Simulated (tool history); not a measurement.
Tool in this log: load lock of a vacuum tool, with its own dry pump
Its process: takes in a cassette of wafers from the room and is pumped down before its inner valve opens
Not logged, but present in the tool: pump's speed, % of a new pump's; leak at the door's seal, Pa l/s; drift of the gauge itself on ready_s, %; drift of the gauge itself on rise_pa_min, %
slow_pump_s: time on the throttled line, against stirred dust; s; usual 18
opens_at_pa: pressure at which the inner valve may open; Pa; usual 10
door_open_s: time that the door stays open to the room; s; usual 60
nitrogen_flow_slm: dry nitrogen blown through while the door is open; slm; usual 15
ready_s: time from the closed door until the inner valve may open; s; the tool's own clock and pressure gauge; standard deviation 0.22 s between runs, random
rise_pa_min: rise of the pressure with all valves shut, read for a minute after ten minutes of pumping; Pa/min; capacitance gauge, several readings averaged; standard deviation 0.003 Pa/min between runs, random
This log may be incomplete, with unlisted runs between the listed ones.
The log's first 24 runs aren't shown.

run,hour,slow_pump_s,opens_at_pa,door_open_s,nitrogen_flow_slm,hours that the pump has run since its overhaul,times that the door has closed on its seal,"incoming humidity of the room's air, %",ready_s,rise_pa_min
25,3246.6,9,10,60,15,9200,15727,46.4,26,0.226
26,3385.6,9,10,60,15,9339,16188,41.9,26.1,0.225
27,3542.4,9,10,60,15,9496,16707,44,25.9,0.24
28,3703.7,18,10,53,15,9657,17242,42.2,33.3,0.245
29,3876.9,24,14,53,16,9830,17815,44.4,37.3,0.257
30,4056.1,24,14,53,16,10009,18409,39.4,37.4,0.26
31,4246.6,24,14,53,16,10200,19040,47.6,37.6,0.288
32,4413,35,10,60,15,10366,19592,45.5,47,0.293
33,4532.9,17,9,72,15,10486,19989,50,32.6,0.31
34,4659.7,17,9,72,15,10613,20409,44.3,32.8,0.31
35,4738.9,17,9,72,15,10692,20671,43.4,32.9,0.33
36,4914.7,21,9,72,15,10868,21254,48.4,36.5,0.334
37,5080,18,10,54,8,11033,21802,47.3,33.9,0.364
38,5173.8,18,10,54,8,11127,22113,43.7,34.1,0.362

Predict each of these 3 candidate next runs independently; none follows another, all start after run 38:
A,5340.1,33,10,60,6,11293,22663,45,?,?
B,5340.1,18,8,54,8,11293,22663,45.8,?,?
C,5340.1,32,7,54,8,11293,22663,43.2,?,?

run,ready_s,rise_pa_min
A,45.5,0.383
B,34.5,0.382
C,45.5,0.37
Stripped of hidden state, with their random variation kept, the same runs would have yielded:
run,ready_s,rise_pa_min
A,44.7,0.063
B,33.5,0.059
C,44.7,0.046
